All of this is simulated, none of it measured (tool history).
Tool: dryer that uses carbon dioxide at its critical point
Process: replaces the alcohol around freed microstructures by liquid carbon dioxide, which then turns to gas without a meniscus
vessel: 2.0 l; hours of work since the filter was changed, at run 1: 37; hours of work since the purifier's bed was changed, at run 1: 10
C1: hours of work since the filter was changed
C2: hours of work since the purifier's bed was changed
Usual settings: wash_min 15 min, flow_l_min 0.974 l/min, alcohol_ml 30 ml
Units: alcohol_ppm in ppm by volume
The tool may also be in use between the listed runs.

run 1 hour=0 | wash_min=15 flow_l_min=0.974 alcohol_ml=30 | C1=37 C2=10 | alcohol_ppm=23
run 2 hour=22.7 | wash_min=15 flow_l_min=0.974 alcohol_ml=30 | C1=49 C2=22 | alcohol_ppm=25
run 3 hour=54.4 | wash_min=15 flow_l_min=1.362 alcohol_ml=30 | C1=66 C2=39 | alcohol_ppm=13
run 4 hour=94.5 | wash_min=15 flow_l_min=1.618 alcohol_ml=30 | C1=87 C2=60 | alcohol_ppm=23
run 5 hour=129.1 | wash_min=15 flow_l_min=1.618 alcohol_ml=30 | C1=105 C2=78 | alcohol_ppm=30
run 6 hour=154 | wash_min=15 flow_l_min=1.618 alcohol_ml=30 | C1=119 C2=91 | alcohol_ppm=35
run 7 hour=180.3 | wash_min=15 flow_l_min=1.618 alcohol_ml=30 | C1=133 C2=105 | alcohol_ppm=35
run 8 hour=207.7 | wash_min=15 flow_l_min=1.618 alcohol_ml=30 | C1=147 C2=120 | alcohol_ppm=44
run 9 hour=243.3 | wash_min=15 flow_l_min=0.974 alcohol_ml=30 | C1=166 C2=139 | alcohol_ppm=66
run 10 hour=286.8 | wash_min=13 flow_l_min=0.974 alcohol_ml=30 | C1=189 C2=162 | alcohol_ppm=95
run 11 hour=307.4 | wash_min=13 flow_l_min=0.974 alcohol_ml=30 | C1=200 C2=173 | alcohol_ppm=92
run 12 hour=326.4 | wash_min=20 flow_l_min=0.974 alcohol_ml=30 | C1=210 C2=183 | alcohol_ppm=62
run 13 hour=362.9 | wash_min=20 flow_l_min=0.974 alcohol_ml=30 | C1=230 C2=202 | alcohol_ppm=69
run 14 hour=385.1 | wash_min=20 flow_l_min=0.974 alcohol_ml=30 | C1=241 C2=214 | alcohol_ppm=76
-- hour=390.3 inlet filter changed
run 15 hour=404.4 | wash_min=9 flow_l_min=0.974 alcohol_ml=30 | C1=7 C2=224 | alcohol_ppm=273
run 16 hour=428 | wash_min=15 flow_l_min=0.974 alcohol_ml=30 | C1=20 C2=236 | alcohol_ppm=92
run 17 hour=472.4 | wash_min=15 flow_l_min=0.672 alcohol_ml=30 | C1=44 C2=260 | alcohol_ppm=201
run 18 hour=515.9 | wash_min=15 flow_l_min=0.902 alcohol_ml=30 | C1=67 C2=283 | alcohol_ppm=113
run 19 hour=540.4 | wash_min=15 flow_l_min=0.902 alcohol_ml=30 | C1=80 C2=296 | alcohol_ppm=117
run 20 hour=559.8 | wash_min=15 flow_l_min=0.902 alcohol_ml=30 | C1=90 C2=306 | alcohol_ppm=126
run 21 hour=586.4 | wash_min=9 flow_l_min=0.974 alcohol_ml=30 | C1=104 C2=320 | alcohol_ppm=337
run 22 hour=625.2 | wash_min=9 flow_l_min=0.974 alcohol_ml=30 | C1=125 C2=341 | alcohol_ppm=339
run 23 hour=647.3 | wash_min=15 flow_l_min=0.974 alcohol_ml=118 | C1=136 C2=353 | alcohol_ppm=186
run 24 hour=677.6 | wash_min=15 flow_l_min=0.974 alcohol_ml=118 | C1=153 C2=369 | alcohol_ppm=179
run 25 hour=702.9 | wash_min=15 flow_l_min=0.82 alcohol_ml=95 | C1=166 C2=382 | alcohol_ppm=273
run 26 hour=747.6 | wash_min=15 flow_l_min=0.82 alcohol_ml=95 | C1=190 C2=406 | alcohol_ppm=288
run 27 hour=788.1 | wash_min=15 flow_l_min=0.756 alcohol_ml=50 | C1=211 C2=428 | alcohol_ppm=271
run 28 hour=824.1 | wash_min=15 flow_l_min=0.974 alcohol_ml=44 | C1=230 C2=447 | alcohol_ppm=164
run 29 hour=844 | wash_min=10 flow_l_min=0.974 alcohol_ml=44 | C1=241 C2=457 | alcohol_ppm=388
-- hour=848.1 inlet filter changed
run 30 hour=864.6 | wash_min=12 flow_l_min=1.603 alcohol_ml=78 | C1=9 C2=468 | alcohol_ppm=140
run 31 hour=897.6 | wash_min=14 flow_l_min=1.583 alcohol_ml=104 | C1=26 C2=485 | alcohol_ppm=144
run 32 hour=916.8 | wash_min=11 flow_l_min=0.974 alcohol_ml=44 | C1=36 C2=495 | alcohol_ppm=273
run 33 hour=942.3 | wash_min=21 flow_l_min=0.728 alcohol_ml=44 | C1=50 C2=509 | alcohol_ppm=167
run 34 hour=968.6 | wash_min=21 flow_l_min=0.728 alcohol_ml=44 | C1=64 C2=523 | alcohol_ppm=182
run 35 hour=1005.1 | wash_min=11 flow_l_min=0.906 alcohol_ml=81 | C1=83 C2=542 | alcohol_ppm=512
run 36 hour=1023.8 | wash_min=21 flow_l_min=0.727 alcohol_ml=37 | C1=93 C2=552 | alcohol_ppm=184
run 37 hour=1054 | wash_min=21 flow_l_min=0.727 alcohol_ml=37 | C1=109 C2=568 | alcohol_ppm=181
run 38 hour=1073.3 | wash_min=21 flow_l_min=0.727 alcohol_ml=37 | C1=120 C2=578 | alcohol_ppm=189
run 39 hour=1106.3 | wash_min=10 flow_l_min=0.974 alcohol_ml=36 | C1=137 C2=596 | alcohol_ppm=359
run 40 hour=1124.7 | wash_min=10 flow_l_min=0.974 alcohol_ml=36 | C1=147 C2=606 | alcohol_ppm=378
run 41 hour=1144.7 | wash_min=11 flow_l_min=0.801 alcohol_ml=34 | C1=157 C2=616 | alcohol_ppm=460
run 42 hour=1186.6 | wash_min=11 flow_l_min=0.801 alcohol_ml=34 | C1=180 C2=639 | alcohol_ppm=482
run 43 hour=1231.2 | wash_min=18 flow_l_min=0.618 alcohol_ml=31 | C1=203 C2=662 | alcohol_ppm=296
run 44 hour=1254 | wash_min=20 flow_l_min=1.596 alcohol_ml=87 | C1=216 C2=674 | alcohol_ppm=200
run 45 hour=1278.7 | wash_min=14 flow_l_min=1.581 alcohol_ml=26 | C1=229 C2=688 | alcohol_ppm=218
-- hour=1306.7 inlet filter changed
run 46 hour=1315.9 | wash_min=15 flow_l_min=0.814 alcohol_ml=63 | C1=5 C2=707 | alcohol_ppm=288
run 47 hour=1353.4 | wash_min=15 flow_l_min=0.814 alcohol_ml=63 | C1=25 C2=727 | alcohol_ppm=299

4 ways to go on from here, each from the tool as it stands after run 47. What would each give?
run A hour=1391 | wash_min=18 flow_l_min=0.645 alcohol_ml=30 | C1=45 C2=747 | alcohol_ppm=?
run B hour=1391 | wash_min=16 flow_l_min=1.645 alcohol_ml=27 | C1=45 C2=747 | alcohol_ppm=?
run C hour=1391 | wash_min=15 flow_l_min=1.184 alcohol_ml=30 | C1=45 C2=747 | alcohol_ppm=?
run D hour=1391 | wash_min=10 flow_l_min=0.974 alcohol_ml=116 | C1=45 C2=747 | alcohol_ppm=?

run=A alcohol_ppm=272
run=B alcohol_ppm=224
run=C alcohol_ppm=216
run=D alcohol_ppm=734
Without the tool's hidden state the same runs would have given:
run=A alcohol_ppm=51
run=B alcohol_ppm=8
run=C alcohol_ppm=5
run=D alcohol_ppm=486

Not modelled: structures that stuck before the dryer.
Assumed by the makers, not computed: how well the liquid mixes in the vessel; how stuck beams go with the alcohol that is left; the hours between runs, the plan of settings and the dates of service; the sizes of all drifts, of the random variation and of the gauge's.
